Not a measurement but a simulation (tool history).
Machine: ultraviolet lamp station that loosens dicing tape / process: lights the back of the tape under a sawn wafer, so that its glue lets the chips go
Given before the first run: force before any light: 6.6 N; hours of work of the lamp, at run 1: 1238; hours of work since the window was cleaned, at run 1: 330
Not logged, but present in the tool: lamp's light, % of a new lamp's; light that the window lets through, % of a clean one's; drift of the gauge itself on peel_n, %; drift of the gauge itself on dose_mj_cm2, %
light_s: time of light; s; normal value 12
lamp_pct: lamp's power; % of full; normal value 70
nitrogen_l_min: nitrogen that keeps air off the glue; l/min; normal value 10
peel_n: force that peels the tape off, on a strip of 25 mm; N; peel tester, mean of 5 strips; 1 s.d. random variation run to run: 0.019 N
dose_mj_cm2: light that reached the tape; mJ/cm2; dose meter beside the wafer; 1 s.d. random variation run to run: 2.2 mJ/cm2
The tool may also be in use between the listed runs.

run	hour	light_s	lamp_pct	nitrogen_l_min	hours of work of the lamp	hours of work since the window was cleaned	peel_n	dose_mj_cm2
1	0	12	70	10	1238	330	1.544	147
2	43	12	70	10	1267	359	1.513	144
3	80.5	12	70	10	1293	385	1.641	142
4	122.1	12	70	10	1321	413	1.622	139
5	153.2	12	70	10	1342	434	1.689	139
6	208.1	12	84	10	1379	471	1.29	166
7	246.6	12	84	10	1406	497	1.357	164
8	288.5	15	70	10	1434	526	1.216	166
# hour 304.1: window cleaned of glue's vapour
9	347.9	15	70	10	1474	30	1.382	160
10	379.7	14	70	10	1496	51	1.516	144
11	421	9	70	10	1524	79	2.624	93
12	446	12	70	10	1541	96	1.954	126
13	488.6	12	70	10	1570	125	1.996	122
# hour 538.7: window cleaned of glue's vapour, once more
14	539.8	12	70	10	1604	1	1.627	143
15	587.3	7	97	14	1636	33	1.952	116
16	635.2	19	70	5	1669	66	1.108	221
17	693.2	7	92	11	1708	105	2.278	105
18	719.5	12	75	4	1726	123	2.175	147
19	755	12	75	4	1750	147	2.129	141
20	780.6	8	75	5	1768	164	2.975	97
21	811.6	23	70	4	1789	185	0.972	255
22	855.4	23	70	4	1819	215	0.925	248
23	882.2	12	95	12	1837	233	1.128	178
# hour 888.4: lamp changed
24	921.7	9	69	10	23	260	1.666	137
25	955.4	9	69	10	46	283	1.691	138
26	1009.3	12	60	5	82	319	1.839	157
27	1058.4	12	60	5	116	353	1.786	155
28	1091.3	23	96	14	138	375	0.138	470

Measured less the same run without the tool's hidden state. The same run-to-run variation is in both; the gauge's scatter may not be:
run	peel_n	dose_mj_cm2
1	+0.621	-55
2	+0.622	-57
3	+0.69	-59
4	+0.694	-60
5	+0.733	-62
6	+0.64	-76
7	+0.684	-79
8	+0.645	-84
9	+0.786	-95
10	+0.848	-90
11	+1.131	-60
12	+1.023	-79
13	+1.059	-81
14	+0.683	-58
15	+0.766	-50
16	+0.573	-98
17	+0.882	-50
18	+0.904	-71
19	+0.902	-73
20	+0.986	-50
21	+0.57	-135
22	+0.557	-140
23	+0.665	-99
24	+0.158	-10
25	+0.176	-12
26	+0.219	-16
27	+0.238	-17
28	+0.018	-59
